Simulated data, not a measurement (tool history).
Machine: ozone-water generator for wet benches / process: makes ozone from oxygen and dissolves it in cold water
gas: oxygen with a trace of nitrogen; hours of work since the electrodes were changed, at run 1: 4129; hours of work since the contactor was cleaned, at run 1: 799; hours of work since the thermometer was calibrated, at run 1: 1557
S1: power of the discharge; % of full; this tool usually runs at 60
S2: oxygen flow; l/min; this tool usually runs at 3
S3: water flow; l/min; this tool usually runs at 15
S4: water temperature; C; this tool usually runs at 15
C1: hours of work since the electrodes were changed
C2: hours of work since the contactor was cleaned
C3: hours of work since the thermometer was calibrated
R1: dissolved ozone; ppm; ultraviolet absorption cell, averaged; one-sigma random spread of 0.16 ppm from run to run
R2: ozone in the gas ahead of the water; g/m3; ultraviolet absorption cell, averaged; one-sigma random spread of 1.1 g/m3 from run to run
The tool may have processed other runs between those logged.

run 1 hour=0 | S1=60 S2=3 S3=15 S4=15 | C1=4129 C2=799 C3=1557 | R1=20.9 R2=205.8
run 2 hour=142.5 | S1=60 S2=3 S3=15 S4=15 | C1=4268 C2=938 C3=1696 | R1=21 R2=205.2
run 3 hour=235.3 | S1=60 S2=3 S3=15 S4=15 | C1=4359 C2=1029 C3=1786 | R1=21 R2=202.2
run 4 hour=351.3 | S1=60 S2=3 S3=15 S4=15 | C1=4472 C2=1142 C3=1899 | R1=20.9 R2=204.2
run 5 hour=418.6 | S1=60 S2=3 S3=15 S4=15 | C1=4537 C2=1207 C3=1965 | R1=21 R2=204.1
run 6 hour=524.5 | S1=60 S2=3 S3=15 S4=15 | C1=4641 C2=1311 C3=2068 | R1=20.9 R2=205.4
run 7 hour=598 | S1=54 S2=3 S3=15 S4=15 | C1=4713 C2=1383 C3=2140 | R1=19.5 R2=191.1
run 8 hour=739.8 | S1=60 S2=3 S3=15 S4=15 | C1=4851 C2=1521 C3=2278 | R1=20.9 R2=204.7
-- hour=832.6 contactor cleaned
run 9 hour=891.7 | S1=60 S2=1.76 S3=15 S4=15 | C1=4995 C2=58 C3=2423 | R1=19 R2=270.4
-- hour=1028.7 electrodes of the discharge changed
run 10 hour=1053.4 | S1=60 S2=3 S3=15 S4=15 | C1=24 C2=210 C3=2574 | R1=21.1 R2=204.5
run 11 hour=1147.2 | S1=60 S2=3 S3=15 S4=15 | C1=116 C2=301 C3=2666 | R1=21.1 R2=204
run 12 hour=1231.2 | S1=60 S2=3 S3=15 S4=15 | C1=198 C2=383 C3=2748 | R1=21.1 R2=204.7
run 13 hour=1320.6 | S1=61 S2=3 S3=15 S4=15 | C1=285 C2=470 C3=2835 | R1=21.7 R2=206.7
run 14 hour=1451.8 | S1=65 S2=2.39 S3=16 S4=14 | C1=413 C2=598 C3=2963 | R1=20.6 R2=242.9
run 15 hour=1555.5 | S1=97 S2=2.67 S3=19 S4=21 | C1=514 C2=699 C3=3064 | R1=22.1 R2=298.8
run 16 hour=1689 | S1=83 S2=2.9 S3=15 S4=15 | C1=644 C2=830 C3=3195 | R1=26 R2=259.5
run 17 hour=1803 | S1=93 S2=3.71 S3=13 S4=23 | C1=755 C2=941 C3=3306 | R1=28.1 R2=241.5
run 18 hour=1873.2 | S1=93 S2=3.71 S3=13 S4=9 | C1=824 C2=1009 C3=3374 | R1=34.7 R2=246.2
run 19 hour=2010.4 | S1=52 S2=3.71 S3=19 S4=19 | C1=958 C2=1143 C3=3508 | R1=15.3 R2=165.5
run 20 hour=2167 | S1=60 S2=2.16 S3=15 S4=15 | C1=1111 C2=1296 C3=3661 | R1=19.8 R2=243.1
run 21 hour=2247.9 | S1=60 S2=2.3 S3=15 S4=15 | C1=1189 C2=1375 C3=3740 | R1=20.2 R2=233.1
run 22 hour=2353.4 | S1=60 S2=3 S3=22 S4=14 | C1=1292 C2=1478 C3=3843 | R1=15.4 R2=201.7
-- hour=2375.7 water thermometer calibrated
run 23 hour=2475.1 | S1=94 S2=4.03 S3=22 S4=14 | C1=1411 C2=1596 C3=97 | R1=22 R2=237.5

What does the tool deliver on the next run?
-- hour=2498.1 contactor cleaned
run 24 hour=2617.4 | S1=94 S2=4.03 S3=16 S4=14 | C1=1546 C2=116 C3=232 | R1=? R2=?

{"run 24": {"R1": 27.9, "R2": 235.6}}
Were there no unlogged condition in the tool, this run, its random variation unchanged, would have produced R1 28 ppm, R2 235.9 g/m3.

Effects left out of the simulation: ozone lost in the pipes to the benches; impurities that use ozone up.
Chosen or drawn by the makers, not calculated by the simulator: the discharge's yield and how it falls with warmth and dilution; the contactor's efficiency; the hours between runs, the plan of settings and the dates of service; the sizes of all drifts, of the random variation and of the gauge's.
